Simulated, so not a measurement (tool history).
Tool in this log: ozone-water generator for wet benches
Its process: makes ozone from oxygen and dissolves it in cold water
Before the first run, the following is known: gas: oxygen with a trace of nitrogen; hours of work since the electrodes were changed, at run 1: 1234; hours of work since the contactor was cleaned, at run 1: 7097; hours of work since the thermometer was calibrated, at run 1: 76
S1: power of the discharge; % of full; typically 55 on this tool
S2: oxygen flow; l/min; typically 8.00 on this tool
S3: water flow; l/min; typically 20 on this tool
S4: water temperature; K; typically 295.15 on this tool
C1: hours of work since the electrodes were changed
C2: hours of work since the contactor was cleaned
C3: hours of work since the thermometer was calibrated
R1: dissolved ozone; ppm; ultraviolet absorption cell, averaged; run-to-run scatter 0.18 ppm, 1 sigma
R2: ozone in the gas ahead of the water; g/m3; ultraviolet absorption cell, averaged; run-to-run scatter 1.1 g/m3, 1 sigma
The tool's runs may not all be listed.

run,hour,S1,S2,S3,S4,C1,C2,C3,R1,R2
1,0.0,55,8.00,20,295.15,1234,7097,76,25.6,192.9
2,161.6,55,8.00,20,295.15,1335,7198,177,26.1,195.1
3,261.6,55,8.00,20,295.15,1397,7260,239,25.7,195.3
4,389.3,55,8.00,15,295.15,1477,7340,319,30.0,194.9
5,513.8,55,8.00,15,295.15,1554,7417,396,29.9,196.6
# hour 540.4: contactor cleaned
6,668.6,55,8.00,20,295.15,1648,80,490,25.7,193.9
7,827.1,55,8.00,20,295.15,1747,179,589,25.9,195.2
8,942.4,68,8.00,20,295.15,1819,251,661,30.2,226.7
9,1126.3,55,8.00,27,295.15,1934,365,776,21.5,192.8
10,1245.6,55,13.34,20,295.15,2008,440,850,22.6,141.4
11,1442.4,55,13.34,20,295.15,2131,563,973,22.7,140.1
12,1585.7,55,8.00,20,295.15,2220,652,1062,25.6,193.3
13,1701.0,55,8.00,20,295.15,2292,724,1134,26.0,193.4
14,1830.9,45,8.00,20,295.15,2373,805,1215,22.3,165.4
15,1981.2,45,8.00,20,295.15,2467,899,1309,22.3,164.2
16,2126.3,55,8.00,20,295.15,2557,989,1399,25.9,192.5
17,2260.5,55,8.00,20,294.15,2641,1073,1483,26.1,192.9
18,2393.4,51,12.91,20,295.15,2724,1156,1566,21.3,134.6

Run 19 has not been measured yet. What should we expect?
19,2474.8,51,12.91,13,288.15,2775,1206,1617,?,?

Run 19 yielded R1 30.7 ppm, R2 133.6 g/m3.
With the hidden condition absent and the run-to-run variation left alone, this run would have shown R1 30.7 ppm, R2 135.4 g/m3.

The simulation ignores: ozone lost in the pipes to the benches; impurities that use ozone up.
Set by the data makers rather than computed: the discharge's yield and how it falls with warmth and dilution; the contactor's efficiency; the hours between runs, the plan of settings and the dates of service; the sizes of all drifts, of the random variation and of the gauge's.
